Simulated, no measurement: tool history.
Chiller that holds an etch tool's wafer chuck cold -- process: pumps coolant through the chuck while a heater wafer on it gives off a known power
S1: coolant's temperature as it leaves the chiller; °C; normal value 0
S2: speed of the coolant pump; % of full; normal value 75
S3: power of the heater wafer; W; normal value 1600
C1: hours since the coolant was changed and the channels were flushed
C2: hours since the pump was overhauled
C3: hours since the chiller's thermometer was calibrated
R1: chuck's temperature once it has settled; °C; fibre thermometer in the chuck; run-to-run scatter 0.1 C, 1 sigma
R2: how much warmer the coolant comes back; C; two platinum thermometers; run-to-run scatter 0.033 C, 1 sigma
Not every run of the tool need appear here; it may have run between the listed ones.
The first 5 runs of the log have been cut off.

run    hour  S1  S2    S3    C1    C2    C3    R1    R2
  6   676.9   0  75  1600   354  2197  1873  11.7  4.84
  7   843.6   0  75  1600   520  2363  2039  11.7  4.85
  8  1000.7   0  75  1600   678  2520  2196  11.8  4.88
  9    1090   0  75  1600   767  2610  2286  11.9  4.92
 10  1249.2   0  75  1600   926  2769  2445  11.9  4.92
 11  1417.1   0  75  1600  1094  2937  2613  11.9  4.89
 12    1582   0  75  1600  1259  3102  2778  12.1  4.92
 13  1656.7   0  75  1600  1334  3176  2852  12.1  4.92
 14  1742.5   0  75  1600  1419  3262  2938  12.1  4.82
 15  1880.9   0  75  1600  1558  3401  3077  12.2   4.9

Forecast run 16:
     1988.7  -- chiller's thermometer calibrated
 16  2006.1   0  75  1600  1682  3525  17   ?   ?

R1: 12.6 °C
R2: 4.93 C
Take away the tool's hidden state, keep the run-to-run variation as it was, and the same run would have given R1 11.7 °C, R2 4.71 C.
